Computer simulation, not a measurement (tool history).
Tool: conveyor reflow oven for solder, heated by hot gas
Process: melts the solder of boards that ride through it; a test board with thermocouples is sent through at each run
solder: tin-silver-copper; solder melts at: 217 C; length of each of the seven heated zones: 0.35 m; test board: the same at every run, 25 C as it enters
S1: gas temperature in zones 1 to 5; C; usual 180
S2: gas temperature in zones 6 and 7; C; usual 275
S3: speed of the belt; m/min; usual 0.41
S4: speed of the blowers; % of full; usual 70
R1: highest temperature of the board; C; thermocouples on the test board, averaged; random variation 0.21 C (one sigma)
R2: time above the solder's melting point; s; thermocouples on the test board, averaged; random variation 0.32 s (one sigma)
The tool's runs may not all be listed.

run   hour   S1   S2     S3  S4     R1     R2
  1      0  180  275   0.41  70    265   91.9
  2   21.9  180  275   0.41  70    265     92
  3   36.6  180  275   0.41  70  265.2   92.7
  4     63  180  271   0.41  70  261.4   89.4
      86.5  -- flux residue cleaned out of gas plates and filters
  5   86.5  180  275   0.41  79  268.2   94.5
  6  101.4  180  275   0.41  79  267.9   94.4
  7  129.2  180  275   0.41  53  262.5   90.2
  8  151.2  180  275   0.41  53  262.4   90.2
  9  173.2  180  287   0.41  70  277.2   99.2
 10  195.7  169  287   0.41  70  276.1   93.9
 11  219.6  169  287   0.41  70  275.6   94.2
 12  247.5  169  287   0.41  70  275.7   94.3
 13  259.9  180  275   0.41  62  264.5     92
 14  275.3  180  275   0.41  62  264.2   92.6
 15  290.7  179  275   0.41  70  265.6   93.4
 16  319.1  185  275   0.41  70  266.4   95.8
 17  343.2  178  275   0.41  70  265.6   92.7
 18    358  178  275   0.41  70  265.9   92.6
 19  383.2  183  275   0.41  85  268.4   96.8
 20  401.9  179  275  0.356  70    269  110.3
 21  427.9  180  275  0.375  67  267.8  104.1
     434.9  -- flux residue cleaned out of gas plates and filters
 22  458.6  185  275  0.413  70  267.3   95.8
 23  482.1  180  265   0.41  63  256.2   86.7

The next listed run, before its measurement:
 24  496.6  180  265  0.41  63   ?   ?

{"run 24": {"R1": 256.2, "R2": 87.4}}
Without the tool's hidden state the same run would have given R1 253 C, R2 82.2 s.
